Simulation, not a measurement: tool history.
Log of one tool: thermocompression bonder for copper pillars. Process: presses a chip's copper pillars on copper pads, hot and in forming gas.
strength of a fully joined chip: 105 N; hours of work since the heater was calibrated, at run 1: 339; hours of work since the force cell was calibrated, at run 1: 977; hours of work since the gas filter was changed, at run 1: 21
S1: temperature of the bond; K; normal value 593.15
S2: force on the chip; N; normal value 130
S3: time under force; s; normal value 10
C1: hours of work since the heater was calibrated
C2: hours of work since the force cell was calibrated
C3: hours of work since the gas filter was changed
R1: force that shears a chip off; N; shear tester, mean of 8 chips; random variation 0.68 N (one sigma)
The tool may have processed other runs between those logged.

run,hour,S1,S2,S3,C1,C2,C3,R1
1,0.0,593.15,130,10,339,977,21,45.0
2,38.8,593.15,130,10,360,999,42,44.7
3,91.9,593.15,130,10,389,1028,71,43.8
4,127.9,593.15,130,10,409,1047,91,44.6
5,162.7,593.15,130,10,428,1067,110,43.4
6,217.6,593.15,130,10,458,1097,140,42.4
7,289.4,593.15,130,25,498,1136,179,56.4
8,322.4,593.15,130,25,516,1154,197,58.3
9,377.5,593.15,130,25,546,1184,228,56.8
# hour 436.6: forming gas filter changed
10,436.6,578.15,130,28,578,1217,0,56.3
11,499.4,578.15,130,28,613,1251,34,57.3
12,567.1,578.15,130,28,650,1288,72,55.3
13,603.6,617.15,79,19,670,1308,92,47.6

Branching from run 13: 3 alternative next runs. What would each branch give?
A,656.2,617.15,145,19,699,1337,121,?
B,656.2,623.15,80,17,699,1337,121,?
C,656.2,596.15,79,25,699,1337,121,?

run,R1
A,64.3
B,47.7
C,45.1
Without the tool's unlogged condition, the same runs would have read:
run,R1
A,67.9
B,50.5
C,48.0

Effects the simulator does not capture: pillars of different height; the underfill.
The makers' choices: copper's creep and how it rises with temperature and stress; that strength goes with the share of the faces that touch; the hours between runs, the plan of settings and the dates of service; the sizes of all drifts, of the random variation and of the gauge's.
